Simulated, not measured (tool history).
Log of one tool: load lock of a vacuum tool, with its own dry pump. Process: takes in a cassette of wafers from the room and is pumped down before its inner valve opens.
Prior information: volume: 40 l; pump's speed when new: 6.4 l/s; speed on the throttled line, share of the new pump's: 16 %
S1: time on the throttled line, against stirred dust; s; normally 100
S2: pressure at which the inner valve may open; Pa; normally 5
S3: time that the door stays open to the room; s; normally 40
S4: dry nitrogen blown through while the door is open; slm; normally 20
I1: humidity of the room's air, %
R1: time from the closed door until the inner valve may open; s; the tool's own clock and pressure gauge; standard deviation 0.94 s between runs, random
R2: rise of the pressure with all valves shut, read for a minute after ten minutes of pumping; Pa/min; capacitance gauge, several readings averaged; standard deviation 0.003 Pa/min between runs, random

run      day   S1  S2   S3  S4    I1     R1     R2
  1        0  100   5   40  20  44.1  147.8  0.174
  2   15.896  100   5   40  20  45.1  150.7  0.194
  3   29.392  100   5   51  20  44.2  146.8    0.2
  4     46.7  100   5   40  20  45.7  150.7  0.221
  5   61.638  100   5   40  20  47.2  150.1  0.241
  6     72.1  150   5   40  20  41.7  191.8  0.245
  7   86.846  100   7   40  20  44.3  149.3  0.259
  8  104.421  100   5   40  20  40.1  150.8  0.272
  9    119.5  100   5   40  42  49.6  150.9  0.296
 10   131.25  100   5   40  42  46.3  151.3  0.312
 11  148.646  100   5   40  42  47.5  152.5  0.336
 12  163.471  100   5   40  42  46.8  154.7  0.347
     180.721  -- door's seal changed, seat wiped
 13  180.721  100   5   40  42  49.1  153.9  0.026
 14  196.829  100   5   40  42  42.6  153.2  0.023
 15  204.988  100   5   40  42  41.6  153.2  0.027
 16  212.933  100   5   50  18  42.8  153.8  0.043
 17  228.317  100   9   50  25  44.2  148.9  0.045
 18  237.246  100   5  102  33    44  155.1  0.047
 19  253.342  134   7   40  20  43.5  179.6  0.055
 20  264.067  134   7   40  20  43.9    180  0.058
 21  282.162  134   7   40  20  45.5  180.8  0.067

Each row is a separate what-if for the run after 21, all from the same tool condition, not one after another. Results?
  A  290.558  199  10  40  39    46   ?   ?
  B  290.558  100   7  40  20  44.8   ?   ?
  C  290.558   62   7  40  16  41.5   ?   ?
  D  290.558  127   5  40  33  44.5   ?   ?

run     R1     R2
  A  232.3  0.071
  B  153.9   0.07
  C  121.9  0.071
  D  178.3  0.063
Take away the tool's hidden state, keep each run's random variation, and the runs would have read:
run     R1     R2
  A  227.3  0.028
  B  145.6  0.028
  C  112.7  0.029
  D  170.3  0.021
